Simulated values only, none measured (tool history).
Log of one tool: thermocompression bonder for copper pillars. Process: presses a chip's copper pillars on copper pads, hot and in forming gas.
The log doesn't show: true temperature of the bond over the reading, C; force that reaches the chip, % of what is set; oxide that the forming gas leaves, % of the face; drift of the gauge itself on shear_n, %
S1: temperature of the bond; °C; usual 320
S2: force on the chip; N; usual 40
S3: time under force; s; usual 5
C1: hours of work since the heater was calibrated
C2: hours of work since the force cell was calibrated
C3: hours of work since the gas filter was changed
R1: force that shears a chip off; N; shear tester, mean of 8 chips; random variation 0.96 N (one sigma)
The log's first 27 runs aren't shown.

run 28 hour=189.4 | S1=339 S2=40 S3=5 | C1=185 C2=13 C3=12 | R1=113.9
run 29 hour=194.4 | S1=325 S2=34 S3=5 | C1=188 C2=16 C3=14 | R1=98.0
run 30 hour=202.7 | S1=344 S2=28 S3=3 | C1=192 C2=21 C3=19 | R1=85.9
run 31 hour=211.1 | S1=344 S2=32 S3=9 | C1=197 C2=25 C3=23 | R1=124.4
-- hour=215.9 force cell calibrated, once more
run 32 hour=217.0 | S1=325 S2=41 S3=4 | C1=199 C2=1 C3=26 | R1=99.3
run 33 hour=226.0 | S1=325 S2=41 S3=5 | C1=204 C2=5 C3=30 | R1=105.9
run 34 hour=235.4 | S1=298 S2=42 S3=14 | C1=209 C2=10 C3=35 | R1=116.5
run 35 hour=243.3 | S1=326 S2=40 S3=6 | C1=213 C2=15 C3=40 | R1=110.8
run 36 hour=252.2 | S1=304 S2=40 S3=9 | C1=218 C2=19 C3=44 | R1=106.1
run 37 hour=259.5 | S1=304 S2=40 S3=9 | C1=222 C2=23 C3=48 | R1=105.4
run 38 hour=267.2 | S1=305 S2=40 S3=12 | C1=226 C2=27 C3=52 | R1=114.3
run 39 hour=272.9 | S1=310 S2=42 S3=5 | C1=229 C2=30 C3=55 | R1=95.5

Forecast each of these 4 alternatives for the next run:
run A hour=277.5 | S1=295 S2=42 S3=7 | C1=231 C2=33 C3=58 | R1=?
run B hour=277.5 | S1=293 S2=40 S3=5 | C1=231 C2=33 C3=58 | R1=?
run C hour=277.5 | S1=310 S2=34 S3=5 | C1=231 C2=33 C3=58 | R1=?
run D hour=277.5 | S1=315 S2=32 S3=5 | C1=231 C2=33 C3=58 | R1=?

run=A R1=94.9
run=B R1=82.5
run=C R1=88.8
run=D R1=87.7
Without the tool's hidden state the same runs would have given:
run=A R1=91.7
run=B R1=79.3
run=C R1=85.6
run=D R1=84.6
